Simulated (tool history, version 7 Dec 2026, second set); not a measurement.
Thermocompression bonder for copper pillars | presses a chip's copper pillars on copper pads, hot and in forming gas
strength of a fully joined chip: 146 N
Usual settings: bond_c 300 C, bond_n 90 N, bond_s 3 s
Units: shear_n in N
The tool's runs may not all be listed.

| run | hour | bond_c | bond_n | bond_s | shear_n |
|---|---|---|---|---|---|
| 1 | 0.0 | 300 | 90 | 3 | 104.0 |
| 2 | 61.0 | 300 | 90 | 3 | 104.1 |
| 3 | 120.5 | 300 | 124 | 3 | 124.0 |
| 4 | 188.6 | 300 | 124 | 3 | 125.1 |
| 5 | 255.1 | 300 | 124 | 3 | 125.5 |
| 6 | 297.4 | 300 | 90 | 3 | 104.0 |
| 7 | 399.2 | 300 | 90 | 3 | 103.8 |
| 8 | 487.7 | 300 | 90 | 3 | 105.5 |
| 9 | 532.0 | 300 | 90 | 3 | 103.7 |
| 10 | 589.1 | 300 | 90 | 3 | 105.6 |
| 11 | 678.5 | 300 | 90 | 3 | 102.6 |
| 12 | 767.0 | 300 | 90 | 3 | 104.1 |
|  | 830.6 | forming gas filter changed |
| 13 | 844.3 | 300 | 90 | 3 | 104.8 |
| 14 | 939.3 | 300 | 117 | 3 | 121.3 |
|  | 1014.1 | force cell calibrated |
| 15 | 1032.2 | 300 | 90 | 3 | 102.8 |
| 16 | 1110.9 | 300 | 90 | 3 | 103.9 |
| 17 | 1157.7 | 274 | 90 | 3 | 82.0 |
| 18 | 1206.0 | 300 | 62 | 3 | 78.2 |
| 19 | 1261.5 | 300 | 62 | 3 | 77.2 |
| 20 | 1327.6 | 300 | 90 | 3 | 102.8 |
| 21 | 1416.8 | 300 | 102 | 6 | 126.3 |
| 22 | 1500.3 | 300 | 102 | 6 | 124.7 |
|  | 1510.4 | heater calibrated with a thermocouple chip |
| 23 | 1543.2 | 300 | 102 | 6 | 130.4 |
| 24 | 1639.8 | 270 | 90 | 3 | 79.0 |
| 25 | 1720.2 | 312 | 57 | 5 | 96.2 |
| 26 | 1766.0 | 312 | 57 | 5 | 96.2 |
| 27 | 1846.5 | 298 | 90 | 3 | 102.6 |
| 28 | 1890.4 | 298 | 90 | 3 | 103.1 |
| 29 | 1944.2 | 303 | 72 | 3 | 92.3 |
|  | 1972.0 | forming gas filter changed |
| 30 | 2044.1 | 302 | 90 | 2 | 94.0 |
| 31 | 2129.4 | 272 | 90 | 3 | 81.8 |
| 32 | 2211.7 | 272 | 90 | 7 | 102.4 |
| 33 | 2311.3 | 273 | 90 | 4 | 90.3 |
| 34 | 2400.5 | 273 | 88 | 5 | 95.8 |
| 35 | 2486.2 | 273 | 88 | 5 | 93.6 |
| 36 | 2567.2 | 300 | 56 | 5 | 84.5 |
| 37 | 2616.8 | 300 | 56 | 5 | 83.8 |
| 38 | 2681.6 | 300 | 56 | 5 | 84.0 |
| 39 | 2764.6 | 329 | 65 | 5 | 115.3 |

Forecast each of these 4 alternatives for the next run:
| A | 2820.6 | 316 | 86 | 8 | ? |
| B | 2820.6 | 296 | 90 | 3 | ? |
| C | 2820.6 | 313 | 123 | 3 | ? |
| D | 2820.6 | 289 | 65 | 5 | ? |

| run | shear_n |
|---|---|
| A | 134.9 |
| B | 102.2 |
| C | 130.9 |
| D | 86.7 |
Without the tool's hidden state the same runs would have given:
| run | shear_n |
|---|---|
| A | 135.5 |
| B | 102.8 |
| C | 131.5 |
| D | 87.3 |

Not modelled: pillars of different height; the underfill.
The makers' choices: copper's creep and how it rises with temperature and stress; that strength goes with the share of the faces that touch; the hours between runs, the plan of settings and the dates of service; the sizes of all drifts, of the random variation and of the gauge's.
